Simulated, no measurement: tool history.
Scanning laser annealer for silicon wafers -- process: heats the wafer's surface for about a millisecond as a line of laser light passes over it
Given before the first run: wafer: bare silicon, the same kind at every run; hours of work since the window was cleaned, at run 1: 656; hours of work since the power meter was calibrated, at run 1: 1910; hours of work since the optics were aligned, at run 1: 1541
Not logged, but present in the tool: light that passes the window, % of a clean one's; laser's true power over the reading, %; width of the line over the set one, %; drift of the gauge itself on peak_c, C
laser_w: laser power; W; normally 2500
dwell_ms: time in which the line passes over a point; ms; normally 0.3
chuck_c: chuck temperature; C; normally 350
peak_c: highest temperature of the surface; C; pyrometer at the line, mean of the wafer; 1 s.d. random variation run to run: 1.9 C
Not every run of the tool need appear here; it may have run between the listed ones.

run	hour	laser_w	dwell_ms	chuck_c	hours of work since the window was cleaned	hours of work since the power meter was calibrated	hours of work since the optics were aligned	peak_c
1	0	2500	0.3	350	656	1910	1541	1132
2	67.1	2500	0.3	350	696	1950	1581	1125
3	117	2500	0.3	350	726	1980	1611	1129
4	172.4	2500	0.3	350	760	2014	1645	1133
5	235.4	2500	0.3	350	798	2052	1683	1129
6	268.8	2500	0.3	350	818	2072	1703	1128
7	325.9	2500	0.35	350	852	2106	1737	1203
# hour 345.6: optics aligned, line set to its width
8	380.1	2677	0.3	350	882	2136	21	1207
9	433.6	2677	0.3	350	914	2168	53	1202
10	476.6	2677	0.3	350	940	2194	79	1207
11	550.3	2500	0.3	350	985	2239	123	1130
# hour 558.1: window over the wafer cleaned
12	587.7	2500	0.3	350	18	2260	145	1129
13	660.1	2702	0.3	353	61	2304	188	1217
14	703.6	2702	0.3	353	88	2330	215	1218
15	781.4	2488	0.309	353	135	2377	262	1144
16	857.4	2488	0.309	353	181	2423	307	1142
17	930.5	2488	0.309	353	225	2467	352	1141
18	1010.3	2488	0.309	353	273	2515	400	1144
19	1077.9	2250	0.212	389	314	2556	441	944
20	1146.9	2250	0.212	389	355	2598	482	943
21	1190.7	2441	0.249	321	382	2624	509	999
22	1245.7	2500	0.226	337	415	2657	542	999
23	1289.6	2500	0.226	337	441	2684	568	997

Consider 4 possible next runs. They are alternatives, not a sequence: every one starts from the tool as it was left by run 23. What does each give?
A	1324	2500	0.342	337	462	2704	589	?
B	1324	2638	0.226	320	462	2704	589	?
C	1324	2500	0.226	336	462	2704	589	?
D	1324	2284	0.359	383	462	2704	589	?

run	peak_c
A	1178
B	1033
C	998
D	1150
What these runs would have given with no unlogged condition in the tool:
run	peak_c
A	1179
B	1034
C	999
D	1150
